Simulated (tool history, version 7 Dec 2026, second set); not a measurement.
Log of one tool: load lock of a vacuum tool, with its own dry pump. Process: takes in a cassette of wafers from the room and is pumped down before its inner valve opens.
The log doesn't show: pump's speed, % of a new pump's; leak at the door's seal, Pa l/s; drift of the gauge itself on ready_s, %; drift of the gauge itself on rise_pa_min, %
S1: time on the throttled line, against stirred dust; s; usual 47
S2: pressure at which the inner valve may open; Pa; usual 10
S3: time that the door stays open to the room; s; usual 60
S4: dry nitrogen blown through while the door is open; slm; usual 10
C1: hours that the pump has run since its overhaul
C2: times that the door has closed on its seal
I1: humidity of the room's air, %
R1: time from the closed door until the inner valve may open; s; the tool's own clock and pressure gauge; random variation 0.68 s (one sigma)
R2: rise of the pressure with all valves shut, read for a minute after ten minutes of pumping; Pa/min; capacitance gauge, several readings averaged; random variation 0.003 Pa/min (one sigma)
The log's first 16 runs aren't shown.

run	hour	S1	S2	S3	S4	C1	C2	I1	R1	R2
17	7526.8	47	10	61	10	1297	36810	44.9	104.2	0.212
18	8187.2	47	10	98	10	1957	39589	46.2	104.1	0.24
19	8557.7	47	10	98	10	2328	41149	44.2	106	0.26
20	9195.6	61	14	60	10	2966	43834	46	116.2	0.277
21	9528.8	35	10	217	10	3299	45237	44.3	96.2	0.327
22	10244.1	47	10	52	7	4014	48248	42.5	107.2	0.319
23	10936.8	47	13	111	26	4707	51164	42.7	106.3	0.334
24	11343.3	33	13	203	26	5114	52875	43.2	95	0.374
25	11778.4	47	19	99	10	5549	54706	45.6	104.7	0.402
26	12165.1	88	12	237	14	5935	56334	46.3	142.1	0.44
27	12468.4	51	14	43	13	6239	57611	43.7	109.3	0.407
28	12880.6	51	8	43	13	6651	59346	45.7	116.1	0.432
29	13409.5	46	10	60	35	7180	61572	46.3	109.9	0.46
30	13850.3	46	10	73	7	7621	63428	41.9	111.2	0.507
31	14333.5	49	7	145	9	8104	65462	45.3	117	0.541
32	14842.2	31	12	117	29	8612	67604	47.7	98.4	0.539
# hour 15089.1: door's seal changed, seat wiped
33	15285.2	31	12	117	29	9054	826	43.1	100.6	0.019
34	15597.2	31	12	117	29	9366	2139	43.2	100.2	0.025
35	16167.4	31	12	31	5	9936	4540	45.4	100.8	0.042
36	16535.7	31	12	31	5	10304	6090	43.2	101.4	0.04

4 ways to go on from here, each from the tool as it stands after run 36. What would each give?
# hour 16664.1: dry pump taken out, an overhauled one fitted
A	17190.5	66	15	119	10	526	8821	45.9	?	?
# hour 16664.1: dry pump taken out, an overhauled one fitted
B	17190.5	37	16	60	10	526	8821	43	?	?
# hour 16664.1: dry pump taken out, an overhauled one fitted
C	17190.5	40	12	31	8	526	8821	47	?	?
# hour 16664.1: dry pump taken out, an overhauled one fitted
D	17190.5	90	14	60	25	526	8821	45.2	?	?

run	R1	R2
A	115.1	0.062
B	91.8	0.053
C	95.5	0.047
D	134.6	0.043
Without the tool's hidden state the same runs would have given:
run	R1	R2
A	114.2	0.036
B	90.7	0.027
C	94.4	0.021
D	133.7	0.017

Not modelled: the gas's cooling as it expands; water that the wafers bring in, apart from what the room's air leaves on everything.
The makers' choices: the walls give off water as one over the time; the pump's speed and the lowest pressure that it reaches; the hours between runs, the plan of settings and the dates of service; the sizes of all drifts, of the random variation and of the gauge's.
